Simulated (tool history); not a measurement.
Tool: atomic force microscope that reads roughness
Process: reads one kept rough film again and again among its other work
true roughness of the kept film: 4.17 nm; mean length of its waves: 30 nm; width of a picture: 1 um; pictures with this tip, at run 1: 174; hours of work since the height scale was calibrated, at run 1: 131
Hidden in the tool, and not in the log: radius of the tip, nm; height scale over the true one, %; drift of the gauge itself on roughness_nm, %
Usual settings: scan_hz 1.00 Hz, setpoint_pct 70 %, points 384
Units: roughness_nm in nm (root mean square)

run,day,scan_hz,setpoint_pct,points,pictures with this tip,hours of work since the height scale was calibrated,roughness_nm
1,0.000,1.00,70,384,174,131,3.064
2,0.383,1.00,70,384,181,135,3.082
3,0.788,1.00,70,384,188,140,3.035
4,1.038,1.00,66,384,193,143,3.059
5,1.371,1.00,66,384,199,147,3.056
6,1.717,1.00,66,384,206,151,3.043
7,2.138,1.32,70,384,214,156,2.940
8,2.392,1.10,70,384,219,159,2.992
9,2.688,1.27,86,813,224,163,2.833
10,3.025,1.00,70,1020,231,167,2.987
11,3.346,1.00,70,1020,237,171,2.979
12,3.712,0.97,77,344,244,175,2.902
13,4.154,1.00,72,384,252,181,2.929
14,4.517,0.75,72,418,259,185,2.940
15,4.721,0.52,65,460,263,188,2.989

Hidden state or all else? Some run-to-run changes of roughness_nm, split into what the settings, what came in and random variation would give without the hidden state, and what is left for the hidden state (with any gauge scatter that isn't in both results):
Run 8 -> 9: scan_hz 1.10 -> 1.27, setpoint_pct 70 -> 86, points 384 -> 813. roughness_nm -0.159 nm (root mean square): hidden state +0.018, all else -0.177.
Run 9 -> 10: scan_hz 1.27 -> 1.00, setpoint_pct 86 -> 70, points 813 -> 1020. roughness_nm +0.154 nm (root mean square): hidden state -0.044, all else +0.198.
